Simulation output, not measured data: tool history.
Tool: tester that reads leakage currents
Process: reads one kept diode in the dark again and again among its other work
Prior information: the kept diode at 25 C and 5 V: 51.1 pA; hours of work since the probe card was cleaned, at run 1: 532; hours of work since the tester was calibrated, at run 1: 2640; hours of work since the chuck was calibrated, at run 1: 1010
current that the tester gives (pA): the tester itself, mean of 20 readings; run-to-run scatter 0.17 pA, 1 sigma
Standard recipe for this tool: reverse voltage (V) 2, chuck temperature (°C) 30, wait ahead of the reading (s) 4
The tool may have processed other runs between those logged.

run,day,reverse voltage (V),chuck temperature (°C),wait ahead of the reading (s),hours of work since the probe card was cleaned,hours of work since the tester was calibrated,hours of work since the chuck was calibrated,current that the tester gives (pA)
1,0,2,30,4,532,2640,1010,55.77
2,4.354,2,30,7.59,614,2723,1093,56.04
# day 10.829: tester calibrated
3,10.892,2,30,4,737,1,1215,56.98
4,17.125,2,30,4,855,119,1333,57.75
5,22.708,1.9,30,4,961,225,1439,56.81
6,29.929,1.9,30,4,1097,362,1576,57.04
7,36.204,2.08,30,4,1216,481,1695,59.55
8,43.475,2.08,30,2.76,1354,619,1833,59.4
# day 50.658: probe card cleaned and baked
9,51.654,2.08,30,2.76,19,771,1985,58.08
10,58.588,2.08,30,2.76,150,903,2117,58.34
11,65.583,2,30,4,283,1035,2249,57.69
# day 69.679: chuck's temperature calibrated
12,73.296,2,30,4,427,1180,69,54.61
13,77.417,2,30,4,505,1258,147,54.85
14,81.296,1.38,30,9.91,579,1331,220,47.81
15,88.558,1.24,51,1.9,717,1469,358,206.32
16,91.992,2.81,48,0.44,782,1534,423,226.42
17,96.058,12.27,41,0.44,859,1611,500,241.23
18,102.725,7.26,21,0.32,985,1737,626,49.72
19,109.996,1.67,24,4,1123,1875,764,33.38
20,114.7,1.67,24,4,1212,1964,853,33.54
21,120.562,14.46,24,1.47,1323,2075,964,83.15
22,128.542,14.46,24,1.47,1474,2226,1115,84.55
# day 129.288: probe card cleaned and baked
23,136.488,2,23,4,136,2375,1264,32.02
24,140.229,5.15,23,4,207,2446,1334,45.88
25,148.146,4.93,53,2.09,357,2596,1484,389.06
26,153.275,2,37,0.92,455,2693,1582,93.91

Alternative continuations, all from the tool just after run 26; predict every row:
A,160.658,5.65,30,0.4,594,2833,1722,?
B,160.658,2,20,0.92,594,2833,1722,?
C,160.658,7.04,30,0.45,594,2833,1722,?

run,current that the tester gives (pA)
A,83.84
B,26.29
C,91.62
Had the tool no hidden state, the same runs would have come out as:
run,current that the tester gives (pA)
A,80.23
B,24.98
C,87.32
